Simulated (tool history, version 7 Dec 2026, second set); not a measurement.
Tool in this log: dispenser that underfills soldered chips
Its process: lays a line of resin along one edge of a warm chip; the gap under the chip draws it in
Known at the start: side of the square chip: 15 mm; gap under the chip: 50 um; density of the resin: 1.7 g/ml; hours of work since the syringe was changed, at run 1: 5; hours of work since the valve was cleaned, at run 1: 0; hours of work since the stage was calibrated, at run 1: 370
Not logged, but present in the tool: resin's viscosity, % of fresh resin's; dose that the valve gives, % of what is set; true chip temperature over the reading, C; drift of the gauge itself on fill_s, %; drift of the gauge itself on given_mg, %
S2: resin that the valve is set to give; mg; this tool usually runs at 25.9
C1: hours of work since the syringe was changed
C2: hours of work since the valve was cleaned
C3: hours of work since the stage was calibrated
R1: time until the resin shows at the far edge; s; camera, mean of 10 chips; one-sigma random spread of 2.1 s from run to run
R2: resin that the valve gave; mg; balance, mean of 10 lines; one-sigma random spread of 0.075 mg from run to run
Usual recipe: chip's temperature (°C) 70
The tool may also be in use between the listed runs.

{"run": 1, "hour": 0.0, "chip's temperature (°C)": 70, "S2": 25.9, "C1": 5, "C2": 0, "C3": 370, "R1": 236.3, "R2": 26.06}
{"hour": 6.4, "done": "new syringe of resin"}
{"run": 2, "hour": 7.3, "chip's temperature (°C)": 70, "S2": 25.9, "C1": 1, "C2": 6, "C3": 375, "R1": 202.1, "R2": 25.83}
{"run": 3, "hour": 16.6, "chip's temperature (°C)": 70, "S2": 30.0, "C1": 8, "C2": 13, "C3": 382, "R1": 246.9, "R2": 29.81}
{"hour": 20.0, "done": "new syringe of resin"}
{"run": 4, "hour": 27.0, "chip's temperature (°C)": 70, "S2": 30.0, "C1": 5, "C2": 20, "C3": 390, "R1": 229.4, "R2": 29.52}
{"hour": 33.3, "done": "new syringe of resin"}
{"run": 5, "hour": 35.9, "chip's temperature (°C)": 70, "S2": 25.9, "C1": 2, "C2": 27, "C3": 396, "R1": 208.6, "R2": 25.33}
{"run": 6, "hour": 42.7, "chip's temperature (°C)": 70, "S2": 25.9, "C1": 7, "C2": 32, "C3": 401, "R1": 248.8, "R2": 25.13}
{"hour": 46.3, "done": "new syringe of resin"}
{"run": 7, "hour": 56.1, "chip's temperature (°C)": 70, "S2": 25.9, "C1": 7, "C2": 42, "C3": 411, "R1": 245.3, "R2": 25.09}
{"hour": 59.8, "done": "new syringe of resin"}
{"run": 8, "hour": 62.4, "chip's temperature (°C)": 70, "S2": 25.9, "C1": 2, "C2": 46, "C3": 415, "R1": 209.5, "R2": 24.72}
{"hour": 73.4, "done": "new syringe of resin"}
{"run": 9, "hour": 75.8, "chip's temperature (°C)": 70, "S2": 25.9, "C1": 2, "C2": 56, "C3": 425, "R1": 207.5, "R2": 24.5}
{"run": 10, "hour": 84.4, "chip's temperature (°C)": 72, "S2": 25.9, "C1": 8, "C2": 62, "C3": 432, "R1": 241.2, "R2": 24.6}
{"hour": 86.8, "done": "new syringe of resin"}
{"run": 11, "hour": 94.0, "chip's temperature (°C)": 72, "S2": 25.9, "C1": 5, "C2": 69, "C3": 439, "R1": 216.6, "R2": 24.37}
{"hour": 100.0, "done": "new syringe of resin"}
{"hour": 105.1, "done": "dispensing valve cleaned and set on the balance"}
{"run": 12, "hour": 108.3, "chip's temperature (°C)": 72, "S2": 25.9, "C1": 6, "C2": 2, "C3": 448, "R1": 214.8, "R2": 25.85}
{"hour": 114.3, "done": "new syringe of resin"}
{"run": 13, "hour": 115.1, "chip's temperature (°C)": 72, "S2": 25.9, "C1": 1, "C2": 7, "C3": 453, "R1": 179.1, "R2": 25.54}
{"run": 14, "hour": 123.8, "chip's temperature (°C)": 70, "S2": 28.4, "C1": 7, "C2": 14, "C3": 460, "R1": 234.8, "R2": 28.01}
{"hour": 127.4, "done": "new syringe of resin"}
{"run": 15, "hour": 132.3, "chip's temperature (°C)": 70, "S2": 25.9, "C1": 4, "C2": 20, "C3": 466, "R1": 215.7, "R2": 25.34}
{"hour": 140.6, "done": "new syringe of resin"}
{"run": 16, "hour": 145.1, "chip's temperature (°C)": 70, "S2": 25.9, "C1": 3, "C2": 29, "C3": 475, "R1": 220.3, "R2": 25.12}
{"run": 17, "hour": 152.4, "chip's temperature (°C)": 70, "S2": 25.9, "C1": 9, "C2": 35, "C3": 481, "R1": 257.4, "R2": 25.01}
{"hour": 154.3, "done": "new syringe of resin"}
{"run": 18, "hour": 163.3, "chip's temperature (°C)": 57, "S2": 26.0, "C1": 7, "C2": 43, "C3": 489, "R1": 397.2, "R2": 24.97}
{"hour": 168.0, "done": "new syringe of resin"}
{"run": 19, "hour": 173.1, "chip's temperature (°C)": 68, "S2": 25.9, "C1": 4, "C2": 50, "C3": 496, "R1": 237.9, "R2": 24.83}
{"hour": 181.0, "done": "new syringe of resin"}
{"run": 20, "hour": 183.4, "chip's temperature (°C)": 57, "S2": 31.2, "C1": 2, "C2": 57, "C3": 504, "R1": 323.1, "R2": 29.64}
{"run": 21, "hour": 189.9, "chip's temperature (°C)": 57, "S2": 31.2, "C1": 7, "C2": 62, "C3": 508, "R1": 375.7, "R2": 29.63}
{"hour": 194.4, "done": "new syringe of resin"}
{"run": 22, "hour": 197.9, "chip's temperature (°C)": 57, "S2": 31.2, "C1": 3, "C2": 68, "C3": 514, "R1": 337.6, "R2": 29.39}
{"hour": 208.1, "done": "new syringe of resin"}
{"hour": 210.1, "done": "dispensing valve cleaned and set on the balance"}
{"run": 23, "hour": 210.8, "chip's temperature (°C)": 70, "S2": 22.1, "C1": 1, "C2": 0, "C3": 523, "R1": 212.4, "R2": 22.05}
{"run": 24, "hour": 216.3, "chip's temperature (°C)": 55, "S2": 23.4, "C1": 5, "C2": 5, "C3": 527, "R1": 418.9, "R2": 23.37}
{"hour": 221.9, "done": "new syringe of resin"}
{"run": 25, "hour": 230.1, "chip's temperature (°C)": 55, "S2": 23.4, "C1": 6, "C2": 15, "C3": 537, "R1": 422.7, "R2": 23.1}
{"hour": 235.8, "done": "new syringe of resin"}
{"run": 26, "hour": 238.2, "chip's temperature (°C)": 75, "S2": 23.4, "C1": 2, "C2": 21, "C3": 543, "R1": 176.9, "R2": 23.05}
{"hour": 248.7, "done": "new syringe of resin"}
{"run": 27, "hour": 248.7, "chip's temperature (°C)": 83, "S2": 31.4, "C1": 0, "C2": 28, "C3": 551, "R1": 116.9, "R2": 30.73}
{"run": 28, "hour": 259.1, "chip's temperature (°C)": 83, "S2": 23.7, "C1": 8, "C2": 36, "C3": 559, "R1": 165.6, "R2": 22.99}
{"hour": 262.3, "done": "new syringe of resin"}
{"run": 29, "hour": 267.5, "chip's temperature (°C)": 83, "S2": 23.7, "C1": 4, "C2": 42, "C3": 565, "R1": 143.0, "R2": 22.88}
{"run": 30, "hour": 273.6, "chip's temperature (°C)": 57, "S2": 32.5, "C1": 8, "C2": 47, "C3": 569, "R1": 396.3, "R2": 31.34}
{"hour": 276.2, "done": "new syringe of resin"}
{"run": 31, "hour": 283.4, "chip's temperature (°C)": 57, "S2": 32.5, "C1": 5, "C2": 54, "C3": 576, "R1": 356.3, "R2": 31.04}
{"hour": 289.4, "done": "new syringe of resin"}
{"run": 32, "hour": 297.2, "chip's temperature (°C)": 84, "S2": 22.6, "C1": 6, "C2": 64, "C3": 586, "R1": 151.5, "R2": 21.32}
{"hour": 302.7, "done": "new syringe of resin"}
{"run": 33, "hour": 309.3, "chip's temperature (°C)": 82, "S2": 25.1, "C1": 5, "C2": 73, "C3": 595, "R1": 157.1, "R2": 23.59}

What differs in the tool's unlogged condition from the final listed run ahead of each entry between runs to the first listed run following it?
Between runs 1 and 2: new syringe of resin (hour 6.4)
  resin's viscosity, % of fresh resin's: 119.4 -> 102.7; dose that the valve gives, % of what is set: 100.07 -> 99.66; true chip temperature over the reading, C: 1.35 -> 1.37
  difference, measured minus the result without the unlogged condition, R1: +28.5 -> -4.5 s; R2: +0.02 -> -0.09 mg
Between runs 3 and 4: new syringe of resin (hour 20.0)
  resin's viscosity, % of fresh resin's: 128.6 -> 119.3; dose that the valve gives, % of what is set: 99.04 -> 98.43; true chip temperature over the reading, C: 1.39 -> 1.42
  difference, measured minus the result without the unlogged condition, R1: +45.4 -> +27.6 s; R2: -0.29 -> -0.47 mg
Between runs 4 and 5: new syringe of resin (hour 33.3)
  resin's viscosity, % of fresh resin's: 119.3 -> 105.4; dose that the valve gives, % of what is set: 98.43 -> 97.88; true chip temperature over the reading, C: 1.42 -> 1.44
  difference, measured minus the result without the unlogged condition, R1: +27.6 -> +1.4 s; R2: -0.47 -> -0.55 mg
Between runs 6 and 7: new syringe of resin (hour 46.3)
  resin's viscosity, % of fresh resin's: 124.5 -> 125.3; dose that the valve gives, % of what is set: 97.42 -> 96.59; true chip temperature over the reading, C: 1.46 -> 1.49
  difference, measured minus the result without the unlogged condition, R1: +39.8 -> +40.8 s; R2: -0.66 -> -0.89 mg
Between runs 7 and 8: new syringe of resin (hour 59.8)
  resin's viscosity, % of fresh resin's: 125.3 -> 106.1; dose that the valve gives, % of what is set: 96.59 -> 96.24; true chip temperature over the reading, C: 1.49 -> 1.51
  difference, measured minus the result without the unlogged condition, R1: +40.8 -> +3.2 s; R2: -0.89 -> -0.97 mg
Between runs 8 and 9: new syringe of resin (hour 73.4)
  resin's viscosity, % of fresh resin's: 106.1 -> 106; dose that the valve gives, % of what is set: 96.24 -> 95.41; true chip temperature over the reading, C: 1.51 -> 1.54
  difference, measured minus the result without the unlogged condition, R1: +3.2 -> +3.3 s; R2: -0.97 -> -1.18 mg
Between runs 10 and 11: new syringe of resin (hour 86.8)
  resin's viscosity, % of fresh resin's: 130.6 -> 117.4; dose that the valve gives, % of what is set: 94.9 -> 94.36; true chip temperature over the reading, C: 1.56 -> 1.58
  difference, measured minus the result without the unlogged condition, R1: +48.9 -> +24.6 s; R2: -1.33 -> -1.46 mg
Between runs 11 and 12: new syringe of resin (hour 100.0); dispensing valve cleaned and set on the balance (hour 105.1)
  resin's viscosity, % of fresh resin's: 117.4 -> 117.5; dose that the valve gives, % of what is set: 94.36 -> 99.57; true chip temperature over the reading, C: 1.58 -> 1.62
  difference, measured minus the result without the unlogged condition, R1: +24.6 -> +21.4 s; R2: -1.46 -> -0.11 mg
Between runs 12 and 13: new syringe of resin (hour 114.3)
  resin's viscosity, % of fresh resin's: 117.5 -> 99.9; dose that the valve gives, % of what is set: 99.57 -> 99.14; true chip temperature over the reading, C: 1.62 -> 1.63
  difference, measured minus the result without the unlogged condition, R1: +21.4 -> -10.3 s; R2: -0.11 -> -0.23 mg
Between runs 14 and 15: new syringe of resin (hour 127.4)
  resin's viscosity, % of fresh resin's: 123.3 -> 111; dose that the valve gives, % of what is set: 98.57 -> 98.05; true chip temperature over the reading, C: 1.65 -> 1.68
  difference, measured minus the result without the unlogged condition, R1: +33.3 -> +10.3 s; R2: -0.41 -> -0.51 mg
Between runs 15 and 16: new syringe of resin (hour 140.6)
  resin's viscosity, % of fresh resin's: 111 -> 111.9; dose that the valve gives, % of what is set: 98.05 -> 97.25; true chip temperature over the reading, C: 1.68 -> 1.71
  difference, measured minus the result without the unlogged condition, R1: +10.3 -> +12.6 s; R2: -0.51 -> -0.71 mg
Between runs 17 and 18: new syringe of resin (hour 154.3)
  resin's viscosity, % of fresh resin's: 133.6 -> 124.6; dose that the valve gives, % of what is set: 96.75 -> 96.09; true chip temperature over the reading, C: 1.73 -> 1.75
  difference, measured minus the result without the unlogged condition, R1: +54.3 -> +59.6 s; R2: -0.84 -> -1.02 mg
Between runs 18 and 19: new syringe of resin (hour 168.0)
  resin's viscosity, % of fresh resin's: 124.6 -> 113.3; dose that the valve gives, % of what is set: 96.09 -> 95.51; true chip temperature over the reading, C: 1.75 -> 1.78
  difference, measured minus the result without the unlogged condition, R1: +59.6 -> +16.9 s; R2: -1.02 -> -1.16 mg
Between runs 19 and 20: new syringe of resin (hour 181.0)
  resin's viscosity, % of fresh resin's: 113.3 -> 105.2; dose that the valve gives, % of what is set: 95.51 -> 94.93; true chip temperature over the reading, C: 1.78 -> 1.8
  difference, measured minus the result without the unlogged condition, R1: +16.9 -> -4.1 s; R2: -1.16 -> -1.58 mg
Between runs 21 and 22: new syringe of resin (hour 194.4)
  resin's viscosity, % of fresh resin's: 123.2 -> 109.5; dose that the valve gives, % of what is set: 94.51 -> 94.03; true chip temperature over the reading, C: 1.82 -> 1.84
  difference, measured minus the result without the unlogged condition, R1: +50.9 -> +9.0 s; R2: -1.72 -> -1.86 mg
Between runs 22 and 23: new syringe of resin (hour 208.1); dispensing valve cleaned and set on the balance (hour 210.1)
  resin's viscosity, % of fresh resin's: 109.5 -> 105; dose that the valve gives, % of what is set: 94.03 -> 99.87; true chip temperature over the reading, C: 1.84 -> 1.87
  difference, measured minus the result without the unlogged condition, R1: +9.0 -> -3.6 s; R2: -1.86 -> -0.03 mg
Between runs 24 and 25: new syringe of resin (hour 221.9)
  resin's viscosity, % of fresh resin's: 120.2 -> 121.4; dose that the valve gives, % of what is set: 99.54 -> 98.76; true chip temperature over the reading, C: 1.88 -> 1.91
  difference, measured minus the result without the unlogged condition, R1: +44.5 -> +49.2 s; R2: -0.11 -> -0.29 mg
Between runs 25 and 26: new syringe of resin (hour 235.8)
  resin's viscosity, % of fresh resin's: 121.4 -> 105.3; dose that the valve gives, % of what is set: 98.76 -> 98.26; true chip temperature over the reading, C: 1.91 -> 1.93
  difference, measured minus the result without the unlogged condition, R1: +49.2 -> -1.4 s; R2: -0.29 -> -0.41 mg
Between runs 26 and 27: new syringe of resin (hour 248.7)
  resin's viscosity, % of fresh resin's: 105.3 -> 98.1; dose that the valve gives, % of what is set: 98.26 -> 97.58; true chip temperature over the reading, C: 1.93 -> 1.96
  difference, measured minus the result without the unlogged condition, R1: -1.4 -> -9.9 s; R2: -0.41 -> -0.76 mg
Between runs 28 and 29: new syringe of resin (hour 262.3)
  resin's viscosity, % of fresh resin's: 126.5 -> 113.7; dose that the valve gives, % of what is set: 96.95 -> 96.42; true chip temperature over the reading, C: 1.98 -> 2
  difference, measured minus the result without the unlogged condition, R1: +27.4 -> +10.4 s; R2: -0.73 -> -0.85 mg
Between runs 30 and 31: new syringe of resin (hour 276.2)
  resin's viscosity, % of fresh resin's: 131.9 -> 118.3; dose that the valve gives, % of what is set: 96.03 -> 95.42; true chip temperature over the reading, C: 2.02 -> 2.04
  difference, measured minus the result without the unlogged condition, R1: +72.8 -> +31.9 s; R2: -1.30 -> -1.49 mg
Between runs 31 and 32: new syringe of resin (hour 289.4)
  resin's viscosity, % of fresh resin's: 118.3 -> 118.7; dose that the valve gives, % of what is set: 95.42 -> 94.57; true chip temperature over the reading, C: 2.04 -> 2.07
  difference, measured minus the result without the unlogged condition, R1: +31.9 -> +18.4 s; R2: -1.49 -> -1.22 mg
Between runs 32 and 33: new syringe of resin (hour 302.7)
  resin's viscosity, % of fresh resin's: 118.7 -> 119.5; dose that the valve gives, % of what is set: 94.57 -> 93.88; true chip temperature over the reading, C: 2.07 -> 2.1
  difference, measured minus the result without the unlogged condition, R1: +18.4 -> +18.9 s; R2: -1.22 -> -1.53 mg

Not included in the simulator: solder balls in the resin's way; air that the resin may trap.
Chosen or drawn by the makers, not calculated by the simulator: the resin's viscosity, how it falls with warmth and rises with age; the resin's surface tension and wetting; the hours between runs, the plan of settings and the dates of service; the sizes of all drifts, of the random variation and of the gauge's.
